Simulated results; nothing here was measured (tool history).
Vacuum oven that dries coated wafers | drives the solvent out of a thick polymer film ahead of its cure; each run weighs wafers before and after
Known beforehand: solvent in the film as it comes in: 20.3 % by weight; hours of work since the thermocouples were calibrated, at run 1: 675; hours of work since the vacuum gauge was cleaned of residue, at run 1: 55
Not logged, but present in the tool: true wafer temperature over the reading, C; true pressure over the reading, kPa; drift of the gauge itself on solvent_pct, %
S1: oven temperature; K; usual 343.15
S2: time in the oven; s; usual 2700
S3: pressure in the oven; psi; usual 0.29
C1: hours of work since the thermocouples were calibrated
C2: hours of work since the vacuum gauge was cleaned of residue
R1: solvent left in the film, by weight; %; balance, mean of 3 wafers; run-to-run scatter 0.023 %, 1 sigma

Run 1, hour 0: usual settings; C1 675; C2 55. Result: R1 3.31 %.
Run 2, hour 31.1: usual settings; C1 689; C2 69. Result: R1 3.32 %.
Run 3, hour 82.3: usual settings; C1 712; C2 91. Result: R1 3.35 %.
Run 4, hour 154.1: usual settings; C1 744; C2 123. Result: R1 3.3 %.
Run 5, hour 192.4: usual settings; C1 761; C2 140. Result: R1 3.28 %.
Run 6, hour 254.5: usual settings; C1 788; C2 168. Result: R1 3.33 %.
Run 7, hour 310.9: usual settings but S2 2940 s; C1 813; C2 193. Result: R1 3.09 %.
Run 8, hour 383.6: usual settings but S2 2940 s; C1 846; C2 225. Result: R1 3.13 %.
Run 9, hour 422.6: usual settings but S1 348.15 K, S2 2940 s; C1 863; C2 242. Result: R1 2 %.
Run 10, hour 455.1: usual settings but S3 1.017 psi; C1 877; C2 257. Result: R1 8.29 %.
Run 11, hour 489.4: usual settings but S3 1.017 psi; C1 893; C2 272. Result: R1 8.23 %.
Run 12, hour 552.7: usual settings but S3 0.922 psi; C1 921; C2 300. Result: R1 7.56 %.
Run 13, hour 624.9: usual settings but S3 0.922 psi; C1 953; C2 332. Result: R1 7.57 %.
Run 14, hour 682: usual settings but S3 0.922 psi; C1 978; C2 358. Result: R1 7.63 %.
Run 15, hour 717.6: usual settings; C1 994; C2 373. Result: R1 3.31 %.
Run 16, hour 774.9: usual settings; C1 1019; C2 399. Result: R1 3.36 %.
Run 17, hour 828.8: usual settings; C1 1043; C2 423. Result: R1 3.27 %.
Run 18, hour 867: usual settings but S1 341.15 K, S2 1920 s, S3 0.267 psi; C1 1060; C2 440. Result: R1 5.41 %.
Run 19, hour 910.9: usual settings but S2 1980 s; C1 1080; C2 459. Result: R1 4.48 %.
Run 20, hour 963.3: usual settings but S2 1980 s; C1 1103; C2 482. Result: R1 4.42 %.
Run 21, hour 1017.3: usual settings but S1 356.15 K, S2 2400 s, S3 1.001 psi; C1 1127; C2 506. Result: R1 4.27 %.
Run 22, hour 1056.7: usual settings but S1 356.15 K, S2 2400 s, S3 1.001 psi; C1 1144; C2 524. Result: R1 4.3 %.
Run 23, hour 1094.4: usual settings but S2 4860 s, S3 0.191 psi; C1 1161; C2 541. Result: R1 1.57 %.
Run 24, hour 1164.5: usual settings but S2 2280 s; C1 1192; C2 572. Result: R1 3.89 %.
Run 25, hour 1203.1: usual settings but S1 333.15 K, S2 4560 s, S3 0.453 psi; C1 1209; C2 589. Result: R1 7.13 %.
Run 26, hour 1277.2: usual settings but S1 333.15 K, S2 4560 s, S3 0.453 psi; C1 1242; C2 622. Result: R1 7.12 %.
Run 27, hour 1314.4: usual settings but S1 358.15 K, S2 3720 s; C1 1259; C2 638. Result: R1 1.16 %.
Run 28, hour 1370.4: usual settings but S1 352.15 K, S2 2820 s, S3 0.213 psi; C1 1283; C2 663. Result: R1 1.12 %.
Run 29, hour 1405.9: usual settings but S1 352.15 K, S2 3000 s, S3 0.241 psi; C1 1299; C2 679. Result: R1 1.24 %.
Run 30, hour 1453.1: usual settings but S1 352.15 K, S2 3000 s, S3 0.241 psi; C1 1320; C2 700. Result: R1 1.27 %.
Run 31, hour 1483.6: usual settings but S1 347.15 K, S2 4440 s, S3 0.431 psi; C1 1334; C2 713. Result: R1 2.73 %.

Here are 5 independent what-if runs from the current tool condition. What would each one return?
Run A, hour 1530.9: usual settings but S1 356.15 K, S2 2280 s, S3 0.151 psi; C1 1355; C2 734. Result: R1 ?.
Run B, hour 1530.9: usual settings but S2 3000 s; C1 1355; C2 734. Result: R1 ?.
Run C, hour 1530.9: usual settings but S2 1620 s; C1 1355; C2 734. Result: R1 ?.
Run D, hour 1530.9: usual settings but S1 347.15 K, S2 4440 s, S3 0.307 psi; C1 1355; C2 734. Result: R1 ?.
Run E, hour 1530.9: usual settings but S1 347.15 K, S2 4440 s, S3 0.306 psi; C1 1355; C2 734. Result: R1 ?.

run    R1
  A  0.68
  B  3.03
  C  5.45
  D   1.9
  E  1.91
Had the tool no hidden state, the same runs would have come out as:
run    R1
  A  0.68
  B  3.04
  C  5.48
  D  1.91
  E  1.91
